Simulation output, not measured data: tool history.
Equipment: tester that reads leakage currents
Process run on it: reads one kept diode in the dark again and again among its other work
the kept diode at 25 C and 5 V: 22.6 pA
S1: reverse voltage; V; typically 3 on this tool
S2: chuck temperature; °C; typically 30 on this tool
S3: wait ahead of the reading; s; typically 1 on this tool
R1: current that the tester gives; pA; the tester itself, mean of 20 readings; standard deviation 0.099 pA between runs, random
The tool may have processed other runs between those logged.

run    hour     S1  S2    S3      R1
  1       0      3  30     1   29.57
  2    40.6  10.98  30     1   51.54
  3    77.1      3  30     1   29.77
  4   102.8      3  30     1   29.89
  5   160.6      3  30     1   29.84
  6   196.3      3  30     1   30.03
  7   242.6   1.98  30     1   25.58
  8   290.2      3  30     1   30.26
  9   326.8      3  30     1   30.15
 10   383.3      3  30     1   30.17
 11   435.8      3  30     1   30.16
 12   477.8      3  30     1    30.4
 13   524.2      3  30  1.29   30.32
 14   577.1      3  30  1.29   30.43
 15     619      3  30  1.29   30.52
 16     671      3  30  1.29   30.56
 17   713.2      3  30  1.29   30.74
 18   750.8      3  30  9.53   30.23
      756.8  -- probe card cleaned and baked
 19   797.4      3  30     1   31.49
 20   826.2      3  30     1   31.87
 21   876.4   1.42  23  3.43   13.63
 22   910.9   1.42  38  0.87   41.61
 23   968.1      3  39  1.41   60.03
 24  1024.3      3  39  1.41   60.28
     1046.3  -- probe card cleaned and baked, once more
 25  1059.9   1.76  43  1.17   63.57
 26  1098.6   11.8  35  5.59   73.21
 27  1125.1   11.8  35  5.59   73.05
 28  1174.3  16.27  30  8.97    56.9
 29  1218.2      3  32   0.4   36.82
 30  1274.8  12.56  44  0.36   152.9
 31  1318.4  12.39  29  0.47   55.03
 32  1345.5  14.95  58  0.85  400.45
 33    1373   2.56  28     1      25
 34  1411.5  18.28  46  0.88  197.59
 35  1436.5   1.11  30  4.37   20.72
     1469.4  -- chuck's temperature calibrated
 36  1471.6   2.71  52     1   133.5
 37  1530.5   2.71  52     1  134.43
 38    1582   2.71  52     1  134.83
 39  1614.1   2.71  52     1  134.91

Below, some changes in R1 between adjacent runs. For each, the amount present without the hidden state too (settings, incoming material, random variation) and the amount remaining for the hidden state with gauge scatter not shared by both compared results:
The hidden state here: stray current of the dirty probe card, pA a volt; current scale over the true one, %; true chuck temperature over the reading, C; drift of the gauge itself on leakage_pa, %.
Run 31 -> 32: S1 12.39 -> 14.95, S2 29 -> 58, S3 0.47 -> 0.85. R1 +345.42 pA: hidden state +20.28, all else +325.14.
Run 32 -> 33: S1 14.95 -> 2.56, S2 58 -> 28, S3 0.85 -> 1. R1 -375.45 pA: hidden state -22.36, all else -353.09.
Run 34 -> 35: S1 18.28 -> 1.11, S2 46 -> 30, S3 0.88 -> 4.37. R1 -176.87 pA: hidden state -12.26, all else -164.61.
